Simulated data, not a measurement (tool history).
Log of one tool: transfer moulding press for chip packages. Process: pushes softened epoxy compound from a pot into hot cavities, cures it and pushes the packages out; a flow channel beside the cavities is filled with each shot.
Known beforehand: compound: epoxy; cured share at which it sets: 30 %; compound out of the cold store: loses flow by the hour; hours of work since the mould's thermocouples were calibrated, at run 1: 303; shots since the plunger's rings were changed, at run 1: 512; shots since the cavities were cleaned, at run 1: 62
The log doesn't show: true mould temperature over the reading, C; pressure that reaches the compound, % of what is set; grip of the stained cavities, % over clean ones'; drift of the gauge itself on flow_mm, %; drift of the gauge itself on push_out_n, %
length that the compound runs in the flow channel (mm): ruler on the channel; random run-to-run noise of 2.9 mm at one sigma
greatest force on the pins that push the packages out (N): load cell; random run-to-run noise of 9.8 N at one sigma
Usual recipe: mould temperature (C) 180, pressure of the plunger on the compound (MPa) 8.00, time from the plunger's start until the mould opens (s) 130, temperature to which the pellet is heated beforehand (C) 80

| run | hour | mould temperature (C) | pressure of the plunger on the compound (MPa) | time from the plunger's start until the mould opens (s) | temperature to which the pellet is heated beforehand (C) | hours of work since the mould's thermocouples were calibrated | shots since the plunger's rings were changed | shots since the cavities were cleaned | incoming compound's hours out of the cold store | length that the compound runs in the flow channel (mm) | greatest force on the pins that push the packages out (N) |
|---|---|---|---|---|---|---|---|---|---|---|---|
| 1 | 0.0 | 180 | 8.00 | 130 | 80 | 303 | 512 | 62 | 8.1 | 565 | 482 |
| 2 | 22.5 | 180 | 8.00 | 130 | 80 | 321 | 764 | 314 | 18.0 | 543 | 580 |
| 3 | 43.4 | 180 | 8.00 | 130 | 80 | 338 | 999 | 549 | 43.0 | 500 | 616 |
|  | 51.5 | cavities cleaned with cleaning compound and waxed |
| 4 | 75.9 | 180 | 8.00 | 130 | 80 | 362 | 1348 | 274 | 37.5 | 505 | 534 |
| 5 | 95.4 | 180 | 8.00 | 130 | 80 | 378 | 1567 | 493 | 15.5 | 540 | 625 |
|  | 108.5 | cavities cleaned with cleaning compound and waxed |
| 6 | 126.2 | 180 | 8.00 | 130 | 80 | 401 | 1896 | 199 | 41.1 | 496 | 520 |
| 7 | 152.2 | 180 | 8.00 | 130 | 80 | 421 | 2188 | 491 | 9.3 | 544 | 618 |
|  | 165.0 | cavities cleaned with cleaning compound and waxed |
| 8 | 169.2 | 180 | 7.38 | 130 | 80 | 434 | 2362 | 46 | 30.1 | 486 | 455 |
| 9 | 194.9 | 180 | 7.38 | 130 | 80 | 454 | 2651 | 335 | 47.8 | 461 | 546 |
|  | 211.2 | plunger's sealing rings changed |
|  | 224.8 | cavities cleaned with cleaning compound and waxed |
| 10 | 226.4 | 180 | 7.38 | 130 | 80 | 476 | 154 | 18 | 33.0 | 503 | 423 |
| 11 | 243.5 | 180 | 7.38 | 130 | 80 | 489 | 346 | 210 | 45.5 | 485 | 492 |
| 12 | 260.2 | 180 | 8.00 | 130 | 80 | 502 | 534 | 398 | 39.0 | 511 | 563 |
|  | 280.7 | cavities cleaned with cleaning compound and waxed |
| 13 | 284.2 | 180 | 8.00 | 130 | 80 | 520 | 786 | 39 | 38.8 | 512 | 465 |
| 14 | 308.7 | 180 | 9.02 | 160 | 87 | 539 | 1062 | 315 | 45.5 | 529 | 438 |
| 15 | 323.8 | 180 | 8.00 | 130 | 83 | 551 | 1232 | 485 | 46.0 | 496 | 580 |
|  | 336.8 | cavities cleaned with cleaning compound and waxed |
| 16 | 339.0 | 180 | 8.00 | 164 | 80 | 562 | 1385 | 24 | 36.7 | 504 | 352 |
| 17 | 367.9 | 180 | 8.00 | 164 | 80 | 585 | 1710 | 349 | 16.8 | 531 | 459 |
|  | 393.7 | cavities cleaned with cleaning compound and waxed |
| 18 | 394.0 | 183 | 9.60 | 140 | 83 | 605 | 1986 | 3 | 41.8 | 531 | 371 |
| 19 | 410.6 | 180 | 8.55 | 167 | 80 | 618 | 2173 | 190 | 9.4 | 556 | 398 |
| 20 | 434.2 | 180 | 7.69 | 154 | 80 | 636 | 2438 | 455 | 36.5 | 483 | 471 |
|  | 450.3 | cavities cleaned with cleaning compound and waxed |
| 21 | 459.8 | 180 | 7.36 | 114 | 80 | 655 | 2709 | 107 | 17.2 | 504 | 656 |
|  | 471.5 | plunger's sealing rings changed |
| 22 | 490.7 | 187 | 9.82 | 168 | 80 | 678 | 216 | 426 | 9.7 | 603 | 427 |
|  | 509.4 | cavities cleaned with cleaning compound and waxed |
| 23 | 523.9 | 184 | 8.00 | 130 | 84 | 703 | 572 | 162 | 20.9 | 530 | 423 |
| 24 | 546.0 | 183 | 8.00 | 162 | 80 | 720 | 821 | 411 | 18.8 | 537 | 431 |
|  | 565.3 | cavities cleaned with cleaning compound and waxed |
|  | 575.2 | mould's thermocouples calibrated |
| 25 | 575.8 | 183 | 8.00 | 128 | 88 | 1 | 1116 | 96 | 16.0 | 540 | 450 |
| 26 | 597.7 | 183 | 7.92 | 128 | 72 | 18 | 1362 | 342 | 41.4 | 495 | 540 |

Predict each of these 4 candidate next runs independently; none follows another, all start after run 26:
|  | 623.3 | cavities cleaned with cleaning compound and waxed |
| A | 624.8 | 180 | 8.00 | 124 | 87 | 38 | 1650 | 17 | 25.1 | ? | ? |
|  | 623.3 | cavities cleaned with cleaning compound and waxed |
| B | 624.8 | 183 | 6.70 | 118 | 84 | 38 | 1650 | 17 | 34.2 | ? | ? |
|  | 623.3 | cavities cleaned with cleaning compound and waxed |
| C | 624.8 | 185 | 9.39 | 128 | 90 | 38 | 1650 | 17 | 37.0 | ? | ? |
|  | 623.3 | cavities cleaned with cleaning compound and waxed |
| D | 624.8 | 180 | 9.38 | 122 | 87 | 38 | 1650 | 17 | 34.9 | ? | ? |

| run | length that the compound runs in the flow channel (mm) | greatest force on the pins that push the packages out (N) |
|---|---|---|
| A | 522 | 537 |
| B | 464 | 478 |
| C | 536 | 369 |
| D | 558 | 539 |
What these runs would have given with no unlogged condition in the tool:
| run | length that the compound runs in the flow channel (mm) | greatest force on the pins that push the packages out (N) |
|---|---|---|
| A | 539 | 521 |
| B | 479 | 465 |
| C | 553 | 358 |
| D | 576 | 523 |

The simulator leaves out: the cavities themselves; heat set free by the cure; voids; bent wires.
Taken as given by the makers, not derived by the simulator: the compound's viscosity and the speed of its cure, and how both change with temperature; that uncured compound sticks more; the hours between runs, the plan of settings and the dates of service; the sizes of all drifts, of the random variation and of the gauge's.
